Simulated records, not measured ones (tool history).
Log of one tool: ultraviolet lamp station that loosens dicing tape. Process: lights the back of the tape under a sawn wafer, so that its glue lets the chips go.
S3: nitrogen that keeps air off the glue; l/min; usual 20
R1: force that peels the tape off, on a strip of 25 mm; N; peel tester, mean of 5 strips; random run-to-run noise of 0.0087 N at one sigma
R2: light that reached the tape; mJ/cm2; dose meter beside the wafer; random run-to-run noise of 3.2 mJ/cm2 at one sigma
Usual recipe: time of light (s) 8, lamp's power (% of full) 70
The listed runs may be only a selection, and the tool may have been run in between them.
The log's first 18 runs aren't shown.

-- hour=846.9 window cleaned of glue's vapour
run 19 hour=866.3 | time_of_light_(s)=15 lamp's_power_(%_of_full)=70 S3=20 | R1=0.167 R2=923
run 20 hour=896.1 | time_of_light_(s)=8 lamp's_power_(%_of_full)=70 S3=20 | R1=0.358 R2=497
run 21 hour=954.2 | time_of_light_(s)=8 lamp's_power_(%_of_full)=70 S3=20 | R1=0.352 R2=495
run 22 hour=1013 | time_of_light_(s)=8 lamp's_power_(%_of_full)=79 S3=20 | R1=0.279 R2=561
run 23 hour=1080.3 | time_of_light_(s)=5 lamp's_power_(%_of_full)=70 S3=9 | R1=1.352 R2=308
run 24 hour=1141.6 | time_of_light_(s)=4 lamp's_power_(%_of_full)=88 S3=6 | R1=1.543 R2=309
run 25 hour=1208.1 | time_of_light_(s)=4 lamp's_power_(%_of_full)=83 S3=20 | R1=1.098 R2=293
run 26 hour=1253.5 | time_of_light_(s)=4 lamp's_power_(%_of_full)=83 S3=20 | R1=1.031 R2=290
run 27 hour=1322.4 | time_of_light_(s)=4 lamp's_power_(%_of_full)=83 S3=20 | R1=1.032 R2=292
run 28 hour=1383.5 | time_of_light_(s)=6 lamp's_power_(%_of_full)=83 S3=21 | R1=0.433 R2=440
run 29 hour=1429.3 | time_of_light_(s)=4 lamp's_power_(%_of_full)=70 S3=14 | R1=1.553 R2=248
run 30 hour=1470.6 | time_of_light_(s)=10 lamp's_power_(%_of_full)=83 S3=9 | R1=0.246 R2=732
-- hour=1487.9 window cleaned of glue's vapour
run 31 hour=1526.8 | time_of_light_(s)=6 lamp's_power_(%_of_full)=91 S3=12 | R1=0.486 R2=482
run 32 hour=1574.9 | time_of_light_(s)=6 lamp's_power_(%_of_full)=91 S3=12 | R1=0.477 R2=486
run 33 hour=1636.1 | time_of_light_(s)=6 lamp's_power_(%_of_full)=91 S3=12 | R1=0.466 R2=481
run 34 hour=1684.2 | time_of_light_(s)=6 lamp's_power_(%_of_full)=91 S3=12 | R1=0.484 R2=479
run 35 hour=1750.9 | time_of_light_(s)=8 lamp's_power_(%_of_full)=70 S3=20 | R1=0.374 R2=489
run 36 hour=1788.4 | time_of_light_(s)=4 lamp's_power_(%_of_full)=88 S3=20 | R1=0.941 R2=309
run 37 hour=1840.8 | time_of_light_(s)=4 lamp's_power_(%_of_full)=90 S3=31 | R1=0.759 R2=319
run 38 hour=1871.5 | time_of_light_(s)=8 lamp's_power_(%_of_full)=75 S3=31 | R1=0.282 R2=529
run 39 hour=1940.6 | time_of_light_(s)=9 lamp's_power_(%_of_full)=85 S3=16 | R1=0.226 R2=673

For run 40, what comes out?
run 40 hour=1983.5 | time_of_light_(s)=8 lamp's_power_(%_of_full)=70 S3=16 | R1=? R2=?

{"run 40": {"R1": 0.38, "R2": 495}}
Without the tool's hidden state the same run would have given R1 0.379 N, R2 496 mJ/cm2.

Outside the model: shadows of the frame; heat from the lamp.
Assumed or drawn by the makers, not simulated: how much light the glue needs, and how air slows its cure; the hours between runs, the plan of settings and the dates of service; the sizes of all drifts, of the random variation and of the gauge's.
